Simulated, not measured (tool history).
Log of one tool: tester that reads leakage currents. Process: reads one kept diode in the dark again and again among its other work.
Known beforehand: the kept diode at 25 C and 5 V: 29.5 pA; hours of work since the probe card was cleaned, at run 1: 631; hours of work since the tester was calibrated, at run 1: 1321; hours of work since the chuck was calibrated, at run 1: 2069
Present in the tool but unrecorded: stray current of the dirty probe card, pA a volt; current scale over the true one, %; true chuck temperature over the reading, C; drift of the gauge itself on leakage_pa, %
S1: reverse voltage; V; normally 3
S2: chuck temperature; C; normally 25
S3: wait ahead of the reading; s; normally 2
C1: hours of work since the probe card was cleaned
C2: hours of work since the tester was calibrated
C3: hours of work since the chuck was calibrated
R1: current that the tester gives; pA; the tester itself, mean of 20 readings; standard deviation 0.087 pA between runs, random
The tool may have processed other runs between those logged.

run	hour	S1	S2	S3	C1	C2	C3	R1
1	0	3	25	2	631	1321	2069	19.8
# hour 42.3: chuck's temperature calibrated
2	54.7	5.36	25	2	664	1353	8	30.72
3	87.2	5.36	25	2	683	1373	28	30.72
4	140.3	3.21	25	2	716	1405	60	24.16
5	211.3	3	25	0.56	759	1449	103	23.67
6	248.4	3	25	0.56	782	1472	126	23.65
7	297.4	3	25	0.56	812	1502	156	23.67
8	343.3	3	25	0.56	840	1530	184	23.56
9	409.2	3	25	0.56	881	1570	225	23.6
10	443.5	3	25	0.56	902	1591	246	23.64
11	483.2	3	25	0.56	926	1615	270	23.41
12	523.5	3	24	1.13	951	1640	295	21.3
13	567.4	3	24	0.66	978	1667	322	21.45
14	607.8	4.88	24	1.41	1002	1692	346	26.73
15	659.6	3	23	4.73	1034	1723	378	19.28
16	694.4	3	23	4.73	1055	1745	399	19.26
17	750.3	11.3	33	0.45	1090	1779	434	84.96
18	811.6	1	46	8.59	1127	1817	471	78.25
19	868.7	3	21	0.77	1162	1851	506	16.28

Consider 4 possible next runs. They are alternatives, not a sequence: every one starts from the tool as it was left by run 19. What does each give?
A	905.4	12.39	25	0.84	1185	1874	529	?
B	905.4	1.54	33	2.99	1185	1874	529	?
C	905.4	13.78	48	2.97	1185	1874	529	?
D	905.4	4.8	24	2.98	1185	1874	529	?

run	R1
A	45.43
B	33.11
C	295.01
D	26.21
With no hidden state in the tool, these same runs would have given:
run	R1
A	45.36
B	35.29
C	312.75
D	26.92
